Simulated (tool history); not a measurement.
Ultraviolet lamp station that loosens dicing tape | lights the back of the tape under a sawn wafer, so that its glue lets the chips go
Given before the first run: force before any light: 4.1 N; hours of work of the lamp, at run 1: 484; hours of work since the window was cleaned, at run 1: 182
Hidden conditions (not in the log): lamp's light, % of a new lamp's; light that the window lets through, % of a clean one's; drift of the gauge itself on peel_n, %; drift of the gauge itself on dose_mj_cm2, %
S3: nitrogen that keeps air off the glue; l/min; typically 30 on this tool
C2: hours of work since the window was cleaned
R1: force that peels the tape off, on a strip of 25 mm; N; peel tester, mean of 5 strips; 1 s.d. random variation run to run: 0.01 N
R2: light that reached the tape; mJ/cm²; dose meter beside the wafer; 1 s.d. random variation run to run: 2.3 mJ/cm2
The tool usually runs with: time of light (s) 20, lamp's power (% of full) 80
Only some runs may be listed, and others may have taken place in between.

run 1 hour=0 | time_of_light_(s)=20 lamp's_power_(%_of_full)=80 S3=30 | hours_of_work_of_the_lamp=484 C2=182 | R1=0.562 R2=217
run 2 hour=37 | time_of_light_(s)=20 lamp's_power_(%_of_full)=80 S3=30 | hours_of_work_of_the_lamp=510 C2=209 | R1=0.569 R2=217
run 3 hour=95.1 | time_of_light_(s)=20 lamp's_power_(%_of_full)=80 S3=30 | hours_of_work_of_the_lamp=553 C2=251 | R1=0.568 R2=212
run 4 hour=164 | time_of_light_(s)=20 lamp's_power_(%_of_full)=80 S3=30 | hours_of_work_of_the_lamp=602 C2=301 | R1=0.625 R2=206
-- hour=167.4 window cleaned of glue's vapour
run 5 hour=196.7 | time_of_light_(s)=33 lamp's_power_(%_of_full)=80 S3=30 | hours_of_work_of_the_lamp=626 C2=21 | R1=0.245 R2=326
run 6 hour=258.7 | time_of_light_(s)=33 lamp's_power_(%_of_full)=80 S3=30 | hours_of_work_of_the_lamp=671 C2=66 | R1=0.262 R2=323
-- hour=293.6 window cleaned of glue's vapour, once more
run 7 hour=311 | time_of_light_(s)=33 lamp's_power_(%_of_full)=80 S3=30 | hours_of_work_of_the_lamp=708 C2=13 | R1=0.215 R2=356
run 8 hour=371 | time_of_light_(s)=33 lamp's_power_(%_of_full)=60 S3=20 | hours_of_work_of_the_lamp=752 C2=56 | R1=0.505 R2=262
run 9 hour=411.3 | time_of_light_(s)=33 lamp's_power_(%_of_full)=61 S3=20 | hours_of_work_of_the_lamp=781 C2=85 | R1=0.49 R2=260
run 10 hour=465.2 | time_of_light_(s)=20 lamp's_power_(%_of_full)=70 S3=11 | hours_of_work_of_the_lamp=820 C2=124 | R1=1.273 R2=183
run 11 hour=517.5 | time_of_light_(s)=20 lamp's_power_(%_of_full)=70 S3=11 | hours_of_work_of_the_lamp=858 C2=162 | R1=1.272 R2=172

Forecast each of these 5 alternatives for the next run:
run A hour=575.3 | time_of_light_(s)=20 lamp's_power_(%_of_full)=70 S3=13 | hours_of_work_of_the_lamp=900 C2=204 | R1=? R2=?
run B hour=575.3 | time_of_light_(s)=15 lamp's_power_(%_of_full)=79 S3=30 | hours_of_work_of_the_lamp=900 C2=204 | R1=? R2=?
run C hour=575.3 | time_of_light_(s)=16 lamp's_power_(%_of_full)=70 S3=14 | hours_of_work_of_the_lamp=900 C2=204 | R1=? R2=?
run D hour=575.3 | time_of_light_(s)=20 lamp's_power_(%_of_full)=97 S3=20 | hours_of_work_of_the_lamp=900 C2=204 | R1=? R2=?
run E hour=575.3 | time_of_light_(s)=22 lamp's_power_(%_of_full)=67 S3=20 | hours_of_work_of_the_lamp=900 C2=204 | R1=? R2=?

run=A R1=1.196 R2=170
run=B R1=1.053 R2=144
run=C R1=1.448 R2=139
run=D R1=0.57 R2=243
run=E R1=0.921 R2=185
The same runs, with their run-to-run variation unchanged, on a tool lacking any hidden condition would have given:
run=A R1=0.893 R2=213
run=B R1=0.763 R2=180
run=C R1=1.136 R2=173
run=D R1=0.371 R2=303
run=E R1=0.649 R2=230
